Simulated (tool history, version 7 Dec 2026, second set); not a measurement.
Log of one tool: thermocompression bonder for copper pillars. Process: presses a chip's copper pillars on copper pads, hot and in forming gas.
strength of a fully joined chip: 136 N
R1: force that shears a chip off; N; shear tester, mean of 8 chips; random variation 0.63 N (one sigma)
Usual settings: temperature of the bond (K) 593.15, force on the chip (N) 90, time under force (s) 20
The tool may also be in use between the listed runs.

run 1 day=0 | temperature_of_the_bond_(K)=593.15 force_on_the_chip_(N)=90 time_under_force_(s)=20 | R1=54.2
run 2 day=1.55 | temperature_of_the_bond_(K)=593.15 force_on_the_chip_(N)=90 time_under_force_(s)=43 | R1=71.5
run 3 day=5.212 | temperature_of_the_bond_(K)=614.15 force_on_the_chip_(N)=90 time_under_force_(s)=20 | R1=68.2
run 4 day=8.021 | temperature_of_the_bond_(K)=593.15 force_on_the_chip_(N)=90 time_under_force_(s)=20 | R1=54.6
run 5 day=10.862 | temperature_of_the_bond_(K)=593.15 force_on_the_chip_(N)=90 time_under_force_(s)=27 | R1=60.1
run 6 day=14.279 | temperature_of_the_bond_(K)=593.15 force_on_the_chip_(N)=90 time_under_force_(s)=24 | R1=56.6
run 7 day=17.646 | temperature_of_the_bond_(K)=593.15 force_on_the_chip_(N)=90 time_under_force_(s)=24 | R1=58.2
run 8 day=21.033 | temperature_of_the_bond_(K)=593.15 force_on_the_chip_(N)=90 time_under_force_(s)=24 | R1=56.8
run 9 day=22.925 | temperature_of_the_bond_(K)=593.15 force_on_the_chip_(N)=90 time_under_force_(s)=40 | R1=67.7
-- day=25.104 forming gas filter changed
run 10 day=25.229 | temperature_of_the_bond_(K)=593.15 force_on_the_chip_(N)=90 time_under_force_(s)=40 | R1=69.4
run 11 day=28.038 | temperature_of_the_bond_(K)=595.15 force_on_the_chip_(N)=131 time_under_force_(s)=21 | R1=82.3
run 12 day=30.938 | temperature_of_the_bond_(K)=593.15 force_on_the_chip_(N)=90 time_under_force_(s)=26 | R1=58.8

Forecast run 13:
run 13 day=33.9 | temperature_of_the_bond_(K)=593.15 force_on_the_chip_(N)=90 time_under_force_(s)=26 | R1=?

Run 13 gave R1 59.5 N.
Without the tool's hidden state the same run would have given R1 59.1 N.

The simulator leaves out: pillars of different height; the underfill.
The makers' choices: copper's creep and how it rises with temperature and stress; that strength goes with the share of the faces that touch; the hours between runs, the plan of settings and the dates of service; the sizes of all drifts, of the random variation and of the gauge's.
